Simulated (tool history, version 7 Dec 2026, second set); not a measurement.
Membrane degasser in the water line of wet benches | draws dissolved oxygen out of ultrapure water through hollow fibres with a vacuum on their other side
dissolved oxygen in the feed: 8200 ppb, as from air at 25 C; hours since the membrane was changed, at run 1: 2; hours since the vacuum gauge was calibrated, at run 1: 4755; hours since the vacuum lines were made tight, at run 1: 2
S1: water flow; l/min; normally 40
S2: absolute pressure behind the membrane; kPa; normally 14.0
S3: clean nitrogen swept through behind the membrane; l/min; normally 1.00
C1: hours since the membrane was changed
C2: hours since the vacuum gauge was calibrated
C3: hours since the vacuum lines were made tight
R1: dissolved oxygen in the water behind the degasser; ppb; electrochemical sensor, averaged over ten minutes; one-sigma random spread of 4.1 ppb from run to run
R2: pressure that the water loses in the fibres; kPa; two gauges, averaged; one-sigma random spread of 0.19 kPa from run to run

{"run": 1, "hour": 0.0, "S1": 40, "S2": 14.0, "S3": 1.0, "C1": 2, "C2": 4755, "C3": 2, "R1": 822.8, "R2": 41.29}
{"run": 2, "hour": 264.7, "S1": 40, "S2": 14.0, "S3": 1.0, "C1": 266, "C2": 5019, "C3": 266, "R1": 822.6, "R2": 41.13}
{"run": 3, "hour": 501.5, "S1": 36, "S2": 14.0, "S3": 1.0, "C1": 503, "C2": 5256, "C3": 503, "R1": 755.4, "R2": 36.83}
{"run": 4, "hour": 703.2, "S1": 36, "S2": 14.0, "S3": 1.0, "C1": 705, "C2": 5458, "C3": 705, "R1": 765.5, "R2": 37.16}
{"run": 5, "hour": 835.4, "S1": 59, "S2": 14.0, "S3": 1.0, "C1": 837, "C2": 5590, "C3": 837, "R1": 1097.1, "R2": 60.45}
{"run": 6, "hour": 1034.8, "S1": 59, "S2": 14.0, "S3": 1.0, "C1": 1037, "C2": 5789, "C3": 1037, "R1": 1091.8, "R2": 60.89}
{"run": 7, "hour": 1153.5, "S1": 53, "S2": 14.0, "S3": 1.0, "C1": 1155, "C2": 5908, "C3": 1155, "R1": 1021.1, "R2": 54.62}
{"run": 8, "hour": 1387.1, "S1": 53, "S2": 14.0, "S3": 1.0, "C1": 1389, "C2": 6142, "C3": 1389, "R1": 1015.6, "R2": 55.15}
{"run": 9, "hour": 1619.7, "S1": 40, "S2": 12.6, "S3": 1.0, "C1": 1621, "C2": 6374, "C3": 1621, "R1": 734.8, "R2": 41.8}
{"run": 10, "hour": 1802.8, "S1": 54, "S2": 14.0, "S3": 1.0, "C1": 1804, "C2": 6557, "C3": 1804, "R1": 1034.9, "R2": 56.06}
{"run": 11, "hour": 2044.4, "S1": 54, "S2": 14.0, "S3": 1.0, "C1": 2046, "C2": 6799, "C3": 2046, "R1": 1031.9, "R2": 56.09}
{"run": 12, "hour": 2155.9, "S1": 54, "S2": 14.0, "S3": 1.0, "C1": 2158, "C2": 6910, "C3": 2158, "R1": 1034.9, "R2": 56.31}
{"run": 13, "hour": 2357.3, "S1": 40, "S2": 14.0, "S3": 1.02, "C1": 2359, "C2": 7112, "C3": 2359, "R1": 821.3, "R2": 41.87}
{"run": 14, "hour": 2490.8, "S1": 47, "S2": 14.0, "S3": 1.0, "C1": 2492, "C2": 7245, "C3": 2492, "R1": 936.5, "R2": 49.44}
{"run": 15, "hour": 2710.8, "S1": 40, "S2": 31.7, "S3": 1.0, "C1": 2713, "C2": 7465, "C3": 2713, "R1": 1894.9, "R2": 41.83}
{"run": 16, "hour": 2916.8, "S1": 40, "S2": 14.0, "S3": 1.09, "C1": 2919, "C2": 7671, "C3": 2919, "R1": 788.4, "R2": 42.18}
{"run": 17, "hour": 3087.4, "S1": 40, "S2": 14.0, "S3": 0.51, "C1": 3089, "C2": 7842, "C3": 3089, "R1": 1319.4, "R2": 41.88}
{"run": 18, "hour": 3254.4, "S1": 64, "S2": 14.0, "S3": 0.71, "C1": 3256, "C2": 8009, "C3": 3256, "R1": 1449.4, "R2": 67.1}
{"run": 19, "hour": 3491.8, "S1": 64, "S2": 14.0, "S3": 0.71, "C1": 3494, "C2": 8246, "C3": 3494, "R1": 1456.1, "R2": 67.83}
{"run": 20, "hour": 3674.0, "S1": 51, "S2": 10.3, "S3": 1.0, "C1": 3676, "C2": 8429, "C3": 3676, "R1": 703.0, "R2": 53.93}
{"run": 21, "hour": 3906.8, "S1": 51, "S2": 26.6, "S3": 2.25, "C1": 3909, "C2": 8661, "C3": 3909, "R1": 1066.8, "R2": 53.89}
{"hour": 4043.0, "done": "vacuum gauge calibrated"}
{"run": 22, "hour": 4043.0, "S1": 51, "S2": 26.6, "S3": 2.25, "C1": 4044, "C2": 0, "C3": 4044, "R1": 1047.2, "R2": 54.03}
{"run": 23, "hour": 4285.0, "S1": 51, "S2": 26.6, "S3": 2.25, "C1": 4286, "C2": 242, "C3": 4286, "R1": 1047.4, "R2": 53.95}
{"hour": 4330.8, "done": "seals of the vacuum lines changed"}
{"run": 24, "hour": 4440.2, "S1": 37, "S2": 14.0, "S3": 1.0, "C1": 4439, "C2": 395, "C3": 109, "R1": 756.4, "R2": 39.34}
{"run": 25, "hour": 4698.7, "S1": 37, "S2": 14.0, "S3": 1.0, "C1": 4698, "C2": 654, "C3": 368, "R1": 755.4, "R2": 39.62}
{"run": 26, "hour": 4878.4, "S1": 37, "S2": 14.0, "S3": 1.0, "C1": 4878, "C2": 833, "C3": 548, "R1": 761.2, "R2": 39.35}
{"run": 27, "hour": 5024.7, "S1": 37, "S2": 11.4, "S3": 0.58, "C1": 5024, "C2": 980, "C3": 694, "R1": 876.4, "R2": 39.49}
{"run": 28, "hour": 5158.5, "S1": 41, "S2": 14.9, "S3": 1.88, "C1": 5158, "C2": 1114, "C3": 828, "R1": 540.0, "R2": 43.84}
{"run": 29, "hour": 5271.4, "S1": 61, "S2": 28.6, "S3": 2.75, "C1": 5271, "C2": 1226, "C3": 941, "R1": 1112.9, "R2": 65.57}
{"run": 30, "hour": 5521.7, "S1": 44, "S2": 23.5, "S3": 1.48, "C1": 5521, "C2": 1477, "C3": 1191, "R1": 1137.7, "R2": 47.39}
{"run": 31, "hour": 5788.7, "S1": 31, "S2": 12.9, "S3": 2.35, "C1": 5788, "C2": 1744, "C3": 1458, "R1": 294.5, "R2": 33.17}

3 options for the next run, each taken on its own from the tool as it stands now. Forecast them:
{"run": "A", "hour": 5924.9, "S1": 62, "S2": 12.9, "S3": 2.35, "C1": 5924, "C2": 1880, "C3": 1594, "R1": "?", "R2": "?"}
{"run": "B", "hour": 5924.9, "S1": 52, "S2": 12.9, "S3": 2.02, "C1": 5924, "C2": 1880, "C3": 1594, "R1": "?", "R2": "?"}
{"run": "C", "hour": 5924.9, "S1": 31, "S2": 12.9, "S3": 1.93, "C1": 5924, "C2": 1880, "C3": 1594, "R1": "?", "R2": "?"}

run=A R1=544.7 R2=66.93
run=B R1=526.4 R2=55.84
run=C R1=351.1 R2=32.93
Without the tool's unlogged condition, the same runs would have read:
run=A R1=533.3 R2=63.51
run=B R1=516.3 R2=52.97
run=C R1=345.1 R2=31.23
